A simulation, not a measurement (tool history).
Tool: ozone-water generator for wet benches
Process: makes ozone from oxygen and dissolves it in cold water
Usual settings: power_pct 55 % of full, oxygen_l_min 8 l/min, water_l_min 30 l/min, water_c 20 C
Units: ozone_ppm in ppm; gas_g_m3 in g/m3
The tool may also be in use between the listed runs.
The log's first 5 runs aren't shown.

run    hour  power_pct  oxygen_l_min  water_l_min  water_c  ozone_ppm  gas_g_m3
  6     542         55             8           30       20       17.5     209.2
  7   647.5         55             8           30       20       17.5     209.2
  8   740.6         55             8           30       20       17.4     207.9
  9   830.7         70             8           30       20       20.4     250.2
 10   939.3         70             8           30       20       20.6     250.1
 11  1036.3         70             8           30       20         21     251.5
 12  1204.9         70             8           30       20       20.6     252.8
 13  1296.6         70             8           30       20       20.7     252.4
 14  1418.9         70             8           30       20       20.6       248
 15  1583.8         55             8           30       20       17.1     208.1
 16  1727.4         55             8           30       20       17.4       206
 17  1933.6         55             8           30       20       17.4     207.9
 18  2020.8         55          4.67           30       20       15.2     251.6
 19  2106.1         55         13.32           28       15       21.1       174
 20  2212.3         55         13.32           28       15       21.2     174.5
 21  2329.7         55          8.31           30       20       17.4     205.1
 22  2530.4         82          9.42           19       17       36.3     262.6
 23  2651.4         62          6.59           44       15       12.8     242.8
 24  2755.9         85          4.18           42       17       14.4     366.7
 25    2857         85         10.77           33       17       24.2     260.4
 26  2961.8         85           4.6           33       23       18.3     351.4
 27  3064.9         89          5.45           28       17       25.2     343.3

The next listed run, before its measurement:
 28  3234         90             8           29       19          ?         ?

{"run 28": {"ozone_ppm": 26.1, "gas_g_m3": 299.1}}
Without the tool's hidden state the same run would have given ozone_ppm 26.2 ppm, gas_g_m3 299.8 g/m3.
